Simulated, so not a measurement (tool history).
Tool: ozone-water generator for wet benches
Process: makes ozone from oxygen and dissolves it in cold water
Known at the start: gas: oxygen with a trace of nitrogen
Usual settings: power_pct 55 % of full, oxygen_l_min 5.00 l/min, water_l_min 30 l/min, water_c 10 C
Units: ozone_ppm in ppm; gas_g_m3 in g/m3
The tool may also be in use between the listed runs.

run 1 hour=0.0 | power_pct=55 oxygen_l_min=5.00 water_l_min=30 water_c=10 | ozone_ppm=17.7 gas_g_m3=214.4
run 2 hour=65.5 | power_pct=55 oxygen_l_min=5.00 water_l_min=30 water_c=10 | ozone_ppm=17.9 gas_g_m3=214.5
run 3 hour=115.1 | power_pct=55 oxygen_l_min=5.00 water_l_min=30 water_c=10 | ozone_ppm=18.1 gas_g_m3=217.0
run 4 hour=186.3 | power_pct=55 oxygen_l_min=5.00 water_l_min=30 water_c=10 | ozone_ppm=17.9 gas_g_m3=214.4
run 5 hour=253.8 | power_pct=55 oxygen_l_min=5.00 water_l_min=46 water_c=10 | ozone_ppm=10.6 gas_g_m3=214.4
run 6 hour=339.3 | power_pct=55 oxygen_l_min=5.00 water_l_min=46 water_c=10 | ozone_ppm=10.6 gas_g_m3=214.2
run 7 hour=386.2 | power_pct=55 oxygen_l_min=5.00 water_l_min=32 water_c=10 | ozone_ppm=16.3 gas_g_m3=212.1
run 8 hour=454.9 | power_pct=55 oxygen_l_min=5.00 water_l_min=30 water_c=10 | ozone_ppm=17.8 gas_g_m3=213.3
run 9 hour=536.6 | power_pct=55 oxygen_l_min=5.00 water_l_min=30 water_c=10 | ozone_ppm=17.8 gas_g_m3=214.7
run 10 hour=622.7 | power_pct=55 oxygen_l_min=7.06 water_l_min=30 water_c=10 | ozone_ppm=18.2 gas_g_m3=173.8
run 11 hour=687.8 | power_pct=55 oxygen_l_min=7.06 water_l_min=30 water_c=10 | ozone_ppm=18.1 gas_g_m3=175.5
run 12 hour=757.1 | power_pct=55 oxygen_l_min=7.06 water_l_min=30 water_c=10 | ozone_ppm=18.4 gas_g_m3=175.1
run 13 hour=836.4 | power_pct=55 oxygen_l_min=5.00 water_l_min=30 water_c=10 | ozone_ppm=17.6 gas_g_m3=212.6
run 14 hour=922.1 | power_pct=55 oxygen_l_min=6.20 water_l_min=30 water_c=10 | ozone_ppm=18.3 gas_g_m3=187.6
run 15 hour=992.1 | power_pct=55 oxygen_l_min=6.20 water_l_min=30 water_c=10 | ozone_ppm=17.8 gas_g_m3=187.3
run 16 hour=1056.2 | power_pct=55 oxygen_l_min=6.20 water_l_min=30 water_c=10 | ozone_ppm=17.8 gas_g_m3=186.9
run 17 hour=1092.1 | power_pct=91 oxygen_l_min=7.89 water_l_min=43 water_c=10 | ozone_ppm=19.2 gas_g_m3=255.0
run 18 hour=1175.3 | power_pct=55 oxygen_l_min=3.94 water_l_min=18 water_c=10 | ozone_ppm=28.7 gas_g_m3=244.6
run 19 hour=1246.6 | power_pct=59 oxygen_l_min=5.84 water_l_min=30 water_c=10 | ozone_ppm=19.0 gas_g_m3=206.4
run 20 hour=1325.0 | power_pct=59 oxygen_l_min=5.84 water_l_min=30 water_c=10 | ozone_ppm=18.8 gas_g_m3=206.9
run 21 hour=1395.5 | power_pct=57 oxygen_l_min=5.84 water_l_min=30 water_c=9 | ozone_ppm=18.2 gas_g_m3=199.7
run 22 hour=1461.4 | power_pct=55 oxygen_l_min=5.00 water_l_min=33 water_c=11 | ozone_ppm=15.4 gas_g_m3=209.5
run 23 hour=1503.6 | power_pct=90 oxygen_l_min=5.00 water_l_min=39 water_c=11 | ozone_ppm=19.9 gas_g_m3=326.8

Run 24 comes next. What will it give?
run 24 hour=1572.8 | power_pct=99 oxygen_l_min=8.36 water_l_min=44 water_c=12 | ozone_ppm=? gas_g_m3=?

Run 24 gave ozone_ppm 19.6 ppm, gas_g_m3 263.6 g/m3.
Without the tool's hidden state the same run would have given ozone_ppm 21.8 ppm, gas_g_m3 280.2 g/m3.
